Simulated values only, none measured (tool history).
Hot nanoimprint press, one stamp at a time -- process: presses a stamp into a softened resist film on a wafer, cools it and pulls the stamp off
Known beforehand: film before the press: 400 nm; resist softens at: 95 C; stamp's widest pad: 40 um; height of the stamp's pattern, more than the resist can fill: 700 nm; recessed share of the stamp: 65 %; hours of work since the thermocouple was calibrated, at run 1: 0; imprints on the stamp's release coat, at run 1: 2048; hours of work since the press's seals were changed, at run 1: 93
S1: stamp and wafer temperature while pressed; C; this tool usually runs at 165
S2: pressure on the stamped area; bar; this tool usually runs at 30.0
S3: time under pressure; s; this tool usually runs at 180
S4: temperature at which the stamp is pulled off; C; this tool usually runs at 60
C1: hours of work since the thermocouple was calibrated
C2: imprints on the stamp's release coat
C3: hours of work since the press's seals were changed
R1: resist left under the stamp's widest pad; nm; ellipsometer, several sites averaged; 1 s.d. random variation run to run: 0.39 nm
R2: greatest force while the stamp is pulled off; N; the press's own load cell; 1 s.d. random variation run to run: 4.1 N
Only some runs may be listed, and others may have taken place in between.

run	day	S1	S2	S3	S4	C1	C2	C3	R1	R2
1	0.000	165	30.0	180	60	0	2048	93	191.2	316
# day 0.983: stamp cleaned and given a new release coat
2	1.725	175	30.0	180	60	25	73	118	143.1	207
3	4.025	165	30.0	180	48	63	299	157	189.7	266
4	5.667	165	30.0	180	60	91	460	184	189.0	226
5	6.854	165	30.0	180	60	111	577	204	188.9	224
6	8.092	165	23.5	180	60	131	698	225	209.3	235
7	9.750	165	30.0	163	60	159	861	252	193.9	246
8	12.496	165	30.0	163	60	205	1130	298	194.0	271
9	14.767	165	30.0	163	60	243	1353	336	192.7	281
10	15.958	168	30.0	284	47	263	1470	356	141.9	362
# day 16.796: plate thermocouple calibrated
11	18.479	163	30.0	180	64	28	1705	397	201.3	269
12	19.767	163	30.0	181	60	50	1831	418	200.8	304

Predict the results of run 13:
13	21.392	175	23.7	258	59	77	1991	445	?	?

{"run 13": {"R1": 137.3, "R2": 330}}
With the hidden condition absent and the run-to-run variation left alone, this run would have shown R1 139.2 nm, R2 210 N.
